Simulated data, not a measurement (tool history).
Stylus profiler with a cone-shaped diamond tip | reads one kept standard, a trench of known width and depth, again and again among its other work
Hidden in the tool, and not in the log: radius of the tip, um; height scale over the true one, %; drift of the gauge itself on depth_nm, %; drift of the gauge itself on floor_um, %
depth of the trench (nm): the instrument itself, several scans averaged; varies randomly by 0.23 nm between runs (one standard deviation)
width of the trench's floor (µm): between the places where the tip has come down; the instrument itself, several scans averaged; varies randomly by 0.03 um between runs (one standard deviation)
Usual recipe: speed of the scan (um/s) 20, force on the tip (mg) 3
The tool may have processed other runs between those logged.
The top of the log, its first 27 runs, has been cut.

run     day  speed of the scan (um/s)  force on the tip (mg)  scans with this tip  hours of work since the height scale was calibrated  depth of the trench (nm)  width of the trench's floor (µm)
 28  18.229                        14                   3.36                 3424                                                  232                   1016.75                             93.98
 29  18.854                        69                      3                 3525                                                  239                   1015.07                             93.61
 30  19.354                         5                   3.42                 3605                                                  244                   1016.56                             93.93
 31  20.104                        21                   2.95                 3725                                                  253                   1015.07                             93.92
 32  20.846                        21                   2.95                 3845                                                  261                   1015.09                             93.87
 33  21.292                         6                      3                 3916                                                  265                   1015.41                                94
 34  21.779                        12                   3.72                 3995                                                  271                   1017.71                              93.9
 35  22.617                        12                   3.72                 4129                                                  280                   1017.88                              93.9
 36  23.321                        12                    4.7                 4242                                                  288                   1020.31                             93.96
 37  24.092                        11                   4.81                 4366                                                  296                   1020.79                             93.93
 38  24.725                        43                   4.77                 4468                                                  303                   1020.92                             93.85
 39  25.221                        43                   4.77                 4547                                                  308                   1020.67                             93.77
 40  25.746                         7                   4.03                 4632                                                  314                   1018.58                             93.95
 41  26.488                         7                   4.03                 4751                                                  322                   1018.72                             93.95
 42  26.946                        11                    7.9                 4825                                                  327                   1029.64                             93.97
 43  27.433                        18                   3.99                 4903                                                  332                   1018.55                              93.9
 44  27.946                        24                   3.13                 4985                                                  338                   1015.78                             93.85
 45   28.45                        24                   3.13                 5066                                                  343                   1015.88                             93.84
 46   29.15                        43                   4.26                 5178                                                  351                   1019.27                             93.75

Forecast each of these 5 alternatives for the next run:
  A  29.821                        11                    3.5                 5286                                                  358                         ?                                 ?
  B  29.821                        43                   6.78                 5286                                                  358                         ?                                 ?
  C  29.821                        14                   2.49                 5286                                                  358                         ?                                 ?
  D  29.821                        13                    1.2                 5286                                                  358                         ?                                 ?
  E  29.821                        60                   4.26                 5286                                                  358                         ?                                 ?

run  depth of the trench (nm)  width of the trench's floor (µm)
  A                   1017.01                              93.9
  B                   1025.98                             93.87
  C                   1013.17                             93.96
  D                   1008.03                              93.9
  E                   1019.26                             93.69
Without the tool's unlogged condition, the same runs would have read:
run  depth of the trench (nm)  width of the trench's floor (µm)
  A                   1017.02                             93.91
  B                   1025.98                             93.88
  C                   1013.18                             93.97
  D                   1008.03                             93.91
  E                   1019.26                              93.7
